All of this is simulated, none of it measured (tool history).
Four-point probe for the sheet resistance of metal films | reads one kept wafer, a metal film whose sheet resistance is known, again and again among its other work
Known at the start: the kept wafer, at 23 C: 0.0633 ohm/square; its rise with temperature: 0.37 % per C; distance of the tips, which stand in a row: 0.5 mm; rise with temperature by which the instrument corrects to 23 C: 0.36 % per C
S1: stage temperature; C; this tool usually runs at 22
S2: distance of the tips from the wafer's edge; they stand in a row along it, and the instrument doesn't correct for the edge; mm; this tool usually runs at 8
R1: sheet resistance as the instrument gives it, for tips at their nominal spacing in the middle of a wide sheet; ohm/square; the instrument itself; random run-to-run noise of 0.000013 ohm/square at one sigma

run	hour	S1	S2	R1
1	0	22	8	0.062892
2	60.9	22	8	0.062837
3	118.1	22	8	0.062842
4	153	22	8	0.062857
5	185.6	22	8	0.062848
6	248.3	22	8	0.062831
7	289.1	22	30	0.06273
8	323.6	22	8	0.062813
9	356.8	22	18	0.062721
10	422.6	22	8	0.062825
11	456.4	22	8	0.062793
12	493.3	22	8	0.062811
13	565.3	22	8	0.062803
14	602.7	22	8	0.062788
15	667.6	22	8	0.06277
16	699.1	22	8	0.062758
17	745.5	22	8	0.062781
18	810.3	22	8	0.062758
19	861.2	22	8	0.062757
# hour 876.1: stage's thermometer calibrated
20	898.2	19	8	0.062847
21	951.9	19	8	0.062834
22	998.9	25	8	0.062928
23	1070.4	25	32	0.062781
24	1108.6	26	43	0.06277
25	1159.1	20	12	0.062736
26	1213.1	20	12	0.062737
27	1254.8	20	12	0.062756

Expected results for the next run?
28	1292.7	28	48	?

{"run 28": {"R1": 0.062769}}
Minus the tool's unlogged condition, the same run would have read R1 0.063355 ohm/square.
